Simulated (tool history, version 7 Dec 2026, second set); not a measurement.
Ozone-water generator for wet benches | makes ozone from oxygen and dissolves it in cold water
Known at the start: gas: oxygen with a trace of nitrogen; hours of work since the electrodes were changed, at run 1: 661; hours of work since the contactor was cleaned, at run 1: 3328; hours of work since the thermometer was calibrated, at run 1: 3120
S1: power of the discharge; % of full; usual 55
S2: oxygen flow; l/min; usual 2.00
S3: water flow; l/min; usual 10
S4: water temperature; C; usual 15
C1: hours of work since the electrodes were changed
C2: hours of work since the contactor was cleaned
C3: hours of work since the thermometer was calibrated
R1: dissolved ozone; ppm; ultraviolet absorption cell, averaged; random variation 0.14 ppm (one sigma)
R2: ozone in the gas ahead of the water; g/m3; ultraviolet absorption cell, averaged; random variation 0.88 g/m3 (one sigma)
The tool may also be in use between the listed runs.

| run | day | S1 | S2 | S3 | S4 | C1 | C2 | C3 | R1 | R2 |
|---|---|---|---|---|---|---|---|---|---|---|
| 1 | 0.000 | 55 | 2.00 | 10 | 15 | 661 | 3328 | 3120 | 14.7 | 143.9 |
| 2 | 0.883 | 55 | 2.00 | 10 | 15 | 675 | 3341 | 3134 | 14.5 | 143.9 |
| 3 | 1.688 | 55 | 2.00 | 10 | 21 | 687 | 3354 | 3146 | 13.2 | 143.7 |
| 4 | 2.942 | 55 | 2.00 | 10 | 21 | 706 | 3373 | 3165 | 13.4 | 143.9 |
| 5 | 4.292 | 94 | 2.00 | 10 | 15 | 727 | 3393 | 3186 | 22.2 | 225.0 |
| 6 | 4.988 | 94 | 2.00 | 10 | 15 | 738 | 3404 | 3197 | 22.1 | 221.2 |
| 7 | 6.246 | 94 | 2.00 | 10 | 15 | 757 | 3423 | 3216 | 22.3 | 222.2 |
| 8 | 7.254 | 55 | 2.00 | 10 | 13 | 772 | 3439 | 3231 | 14.8 | 144.4 |
| 9 | 8.108 | 55 | 2.00 | 7 | 15 | 786 | 3452 | 3244 | 19.2 | 142.9 |
| 10 | 9.146 | 55 | 2.00 | 10 | 15 | 801 | 3468 | 3260 | 14.6 | 143.4 |
| 11 | 9.833 | 55 | 2.00 | 10 | 15 | 812 | 3478 | 3271 | 14.2 | 142.8 |
| 12 | 10.979 | 55 | 2.00 | 10 | 15 | 829 | 3496 | 3288 | 14.2 | 142.4 |
| 13 | 11.688 | 55 | 2.00 | 10 | 15 | 840 | 3507 | 3299 | 14.2 | 143.3 |
| 14 | 12.583 | 55 | 2.00 | 10 | 15 | 854 | 3520 | 3313 | 14.4 | 143.0 |
| 15 | 13.267 | 55 | 2.00 | 10 | 15 | 864 | 3531 | 3323 | 14.4 | 143.8 |
| 16 | 14.058 | 55 | 2.00 | 10 | 15 | 877 | 3543 | 3335 | 14.3 | 142.7 |
| 17 | 15.271 | 55 | 2.00 | 10 | 15 | 895 | 3562 | 3354 | 14.5 | 143.3 |
|  | 15.383 | water thermometer calibrated |
| 18 | 16.638 | 53 | 2.00 | 15 | 15 | 916 | 3582 | 19 | 9.4 | 139.0 |
| 19 | 17.512 | 53 | 2.00 | 15 | 15 | 929 | 3596 | 33 | 9.2 | 138.9 |
|  | 17.838 | water thermometer calibrated, once more |
| 20 | 18.167 | 53 | 2.40 | 15 | 15 | 939 | 3605 | 5 | 10.1 | 130.0 |
| 21 | 19.279 | 55 | 2.54 | 10 | 11 | 956 | 3622 | 22 | 16.0 | 131.8 |
| 22 | 19.896 | 49 | 1.04 | 10 | 15 | 965 | 3632 | 32 | 10.4 | 165.3 |
| 23 | 20.904 | 62 | 1.04 | 10 | 8 | 981 | 3647 | 47 | 13.4 | 197.6 |
| 24 | 21.642 | 47 | 3.28 | 9 | 15 | 992 | 3659 | 58 | 15.5 | 105.8 |
| 25 | 22.783 | 97 | 3.28 | 9 | 15 | 1010 | 3676 | 76 | 27.4 | 189.8 |
| 26 | 23.904 | 97 | 3.28 | 9 | 15 | 1027 | 3693 | 93 | 27.2 | 188.9 |
| 27 | 25.300 | 97 | 3.28 | 8 | 7 | 1048 | 3715 | 114 | 34.0 | 187.6 |
| 28 | 26.242 | 55 | 2.00 | 7 | 15 | 1063 | 3729 | 129 | 19.2 | 142.8 |
| 29 | 26.967 | 55 | 2.00 | 7 | 15 | 1074 | 3740 | 140 | 19.0 | 143.1 |
| 30 | 28.254 | 86 | 3.06 | 11 | 11 | 1094 | 3760 | 160 | 22.0 | 176.2 |
| 31 | 29.112 | 58 | 1.02 | 10 | 15 | 1107 | 3773 | 173 | 11.9 | 189.9 |
| 32 | 30.296 | 53 | 1.02 | 8 | 15 | 1125 | 3791 | 191 | 13.6 | 177.0 |

4 ways to go on from here, each from the tool as it stands after run 32. What would each give?
| A | 31.029 | 53 | 2.00 | 9 | 20 | 1136 | 3802 | 202 | ? | ? |
| B | 31.029 | 96 | 1.02 | 9 | 11 | 1136 | 3802 | 202 | ? | ? |
| C | 31.029 | 49 | 1.02 | 10 | 9 | 1136 | 3802 | 202 | ? | ? |
| D | 31.029 | 53 | 1.74 | 7 | 12 | 1136 | 3802 | 202 | ? | ? |

| run | R1 | R2 |
|---|---|---|
| A | 14.4 | 138.2 |
| B | 20.2 | 285.5 |
| C | 10.7 | 163.9 |
| D | 18.7 | 144.9 |
Without the tool's hidden state the same runs would have given:
| run | R1 | R2 |
|---|---|---|
| A | 15.2 | 141.5 |
| B | 21.7 | 296.7 |
| C | 11.3 | 167.5 |
| D | 19.7 | 148.4 |
